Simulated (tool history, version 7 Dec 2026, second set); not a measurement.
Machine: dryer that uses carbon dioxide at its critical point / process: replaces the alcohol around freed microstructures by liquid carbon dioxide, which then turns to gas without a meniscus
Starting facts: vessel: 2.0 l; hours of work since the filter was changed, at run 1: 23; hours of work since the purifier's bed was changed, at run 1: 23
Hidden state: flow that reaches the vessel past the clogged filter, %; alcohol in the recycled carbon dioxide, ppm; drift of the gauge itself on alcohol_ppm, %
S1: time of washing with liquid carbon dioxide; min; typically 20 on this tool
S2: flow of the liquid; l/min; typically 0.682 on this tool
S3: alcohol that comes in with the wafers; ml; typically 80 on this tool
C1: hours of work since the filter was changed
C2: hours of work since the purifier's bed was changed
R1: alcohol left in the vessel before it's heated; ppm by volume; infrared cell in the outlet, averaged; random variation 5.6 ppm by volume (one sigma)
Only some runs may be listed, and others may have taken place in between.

run	hour	S1	S2	S3	C1	C2	R1
1	0	20	0.682	80	23	23	174
2	53	20	0.682	80	64	64	197
3	104.2	20	0.682	80	104	104	214
4	128.4	20	0.504	80	123	123	841
5	151.3	20	0.504	80	141	141	910
6	202.6	20	0.504	80	181	181	919
7	245.1	20	0.504	80	215	215	952
8	299.2	20	0.504	80	257	257	1004
# hour 321.9: inlet filter changed
9	341.6	20	0.504	80	15	290	773
10	395.5	20	0.504	80	58	332	808
11	443.5	28	0.504	80	95	370	205
12	497.2	28	0.504	80	138	412	224
13	542.7	28	0.504	80	173	447	235
14	579.7	20	0.702	80	202	476	237
15	606.4	20	0.702	80	223	497	220
16	660.6	20	0.702	80	266	540	263
# hour 673.6: inlet filter changed
17	710.2	20	0.682	80	29	578	226
18	740.5	20	0.682	80	52	602	236
19	794.6	20	0.682	80	95	644	250
20	839.1	26	0.682	61	130	679	89
21	865.8	31	0.457	90	151	700	271
22	912.7	31	0.84	90	188	737	61
23	968.6	31	0.84	90	231	781	70
24	1007.2	31	0.84	22	262	811	70
# hour 1024.9: inlet filter changed
25	1063.9	15	0.632	27	31	855	381
26	1096.9	15	0.632	27	56	881	394
27	1130.4	18	0.698	35	83	907	193
28	1165.8	18	0.698	35	111	935	211
# hour 1200.4: purifier's bed changed
29	1220.1	18	0.698	35	151	15	151
30	1257.7	18	0.698	35	180	45	150
31	1280.8	16	0.682	80	198	63	639
32	1335.3	31	0.64	32	241	106	33
# hour 1379.4: inlet filter changed
33	1384	31	0.64	32	4	143	26
34	1413.7	31	0.64	32	27	167	23
35	1445.2	12	0.672	62	52	191	1333
36	1495	12	0.672	62	91	230	1353
37	1524.6	20	0.557	80	114	254	601

What differs in the tool's unlogged condition from the final listed run ahead of each entry between runs to the first listed run following it?
Run 8 -> run 9: inlet filter changed (hour 321.9)
  flow that reaches the vessel past the clogged filter, %: 93.2 -> 99.4; alcohol in the recycled carbon dioxide, ppm: 27.5 -> 29.9
  measured value less the no-hidden-state value, R1: +254 -> +43 ppm by volume
Run 16 -> run 17: inlet filter changed (hour 673.6)
  flow that reaches the vessel past the clogged filter, %: 93.4 -> 99.2; alcohol in the recycled carbon dioxide, ppm: 48.6 -> 51.3
  measured value less the no-hidden-state value, R1: +107 -> +55 ppm by volume
Run 24 -> run 25: inlet filter changed (hour 1024.9)
  flow that reaches the vessel past the clogged filter, %: 93.7 -> 99.2; alcohol in the recycled carbon dioxide, ppm: 69 -> 72.2
  measured value less the no-hidden-state value, R1: +65 -> +77 ppm by volume
Run 28 -> run 29: purifier's bed changed (hour 1200.4)
  flow that reaches the vessel past the clogged filter, %: 97.3 -> 96.4; alcohol in the recycled carbon dioxide, ppm: 78.2 -> 7.3
  measured value less the no-hidden-state value, R1: +90 -> +25 ppm by volume
Run 32 -> run 33: inlet filter changed (hour 1379.4)
  flow that reaches the vessel past the clogged filter, %: 94.1 -> 99.2; alcohol in the recycled carbon dioxide, ppm: 13.9 -> 16.9
  measured value less the no-hidden-state value, R1: +12 -> +13 ppm by volume
